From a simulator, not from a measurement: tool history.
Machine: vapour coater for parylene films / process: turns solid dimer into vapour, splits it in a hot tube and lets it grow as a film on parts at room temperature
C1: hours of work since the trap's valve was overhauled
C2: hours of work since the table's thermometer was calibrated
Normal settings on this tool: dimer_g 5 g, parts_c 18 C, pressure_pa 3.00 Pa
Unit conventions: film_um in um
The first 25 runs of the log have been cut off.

-- day=34.862 table's thermometer calibrated, once more
run 26 day=35.771 | dimer_g=8 parts_c=11 pressure_pa=2.91 | C1=180 C2=11 | film_um=2.31
run 27 day=37.654 | dimer_g=6 parts_c=26 pressure_pa=3.00 | C1=203 C2=34 | film_um=0.92
run 28 day=39.008 | dimer_g=2 parts_c=18 pressure_pa=3.00 | C1=220 C2=50 | film_um=0.40
run 29 day=40.179 | dimer_g=2 parts_c=18 pressure_pa=3.00 | C1=234 C2=64 | film_um=0.40
run 30 day=41.629 | dimer_g=8 parts_c=19 pressure_pa=8.91 | C1=251 C2=82 | film_um=1.41
run 31 day=43.054 | dimer_g=8 parts_c=23 pressure_pa=4.65 | C1=269 C2=99 | film_um=1.29
-- day=43.871 trap's valve overhauled
run 32 day=44.471 | dimer_g=5 parts_c=18 pressure_pa=2.34 | C1=7 C2=114 | film_um=1.18
run 33 day=45.329 | dimer_g=5 parts_c=18 pressure_pa=2.34 | C1=18 C2=125 | film_um=1.12
run 34 day=46.225 | dimer_g=5 parts_c=27 pressure_pa=2.28 | C1=29 C2=136 | film_um=0.80
run 35 day=48.096 | dimer_g=5 parts_c=27 pressure_pa=2.28 | C1=51 C2=158 | film_um=0.82
run 36 day=49.504 | dimer_g=3 parts_c=27 pressure_pa=7.55 | C1=68 C2=175 | film_um=0.38
run 37 day=50.583 | dimer_g=3 parts_c=27 pressure_pa=7.55 | C1=81 C2=188 | film_um=0.40
run 38 day=51.733 | dimer_g=3 parts_c=17 pressure_pa=3.00 | C1=95 C2=202 | film_um=0.69
run 39 day=53.150 | dimer_g=9 parts_c=19 pressure_pa=6.65 | C1=112 C2=219 | film_um=1.76
run 40 day=54.604 | dimer_g=9 parts_c=19 pressure_pa=6.65 | C1=130 C2=237 | film_um=1.75
run 41 day=56.108 | dimer_g=9 parts_c=20 pressure_pa=6.65 | C1=148 C2=255 | film_um=1.67
run 42 day=57.642 | dimer_g=5 parts_c=17 pressure_pa=2.43 | C1=167 C2=274 | film_um=1.12
run 43 day=58.671 | dimer_g=4 parts_c=20 pressure_pa=4.10 | C1=179 C2=286 | film_um=0.74
run 44 day=59.750 | dimer_g=4 parts_c=20 pressure_pa=4.10 | C1=192 C2=299 | film_um=0.73
run 45 day=61.588 | dimer_g=4 parts_c=25 pressure_pa=3.09 | C1=214 C2=322 | film_um=0.63
run 46 day=63.238 | dimer_g=6 parts_c=25 pressure_pa=3.09 | C1=234 C2=341 | film_um=0.96

Predict each of these 4 candidate next runs independently; none follows another, all start after run 46:
run A day=64.971 | dimer_g=8 parts_c=20 pressure_pa=3.00 | C1=255 C2=362 | film_um=?
run B day=64.971 | dimer_g=5 parts_c=18 pressure_pa=3.50 | C1=255 C2=362 | film_um=?
run C day=64.971 | dimer_g=6 parts_c=16 pressure_pa=6.65 | C1=255 C2=362 | film_um=?
run D day=64.971 | dimer_g=8 parts_c=29 pressure_pa=9.40 | C1=255 C2=362 | film_um=?

run=A film_um=1.52
run=B film_um=1.03
run=C film_um=1.22
run=D film_um=0.92
Without the tool's unlogged condition, the same runs would have read:
run=A film_um=1.68
run=B film_um=1.13
run=C film_um=1.34
run=D film_um=1.02

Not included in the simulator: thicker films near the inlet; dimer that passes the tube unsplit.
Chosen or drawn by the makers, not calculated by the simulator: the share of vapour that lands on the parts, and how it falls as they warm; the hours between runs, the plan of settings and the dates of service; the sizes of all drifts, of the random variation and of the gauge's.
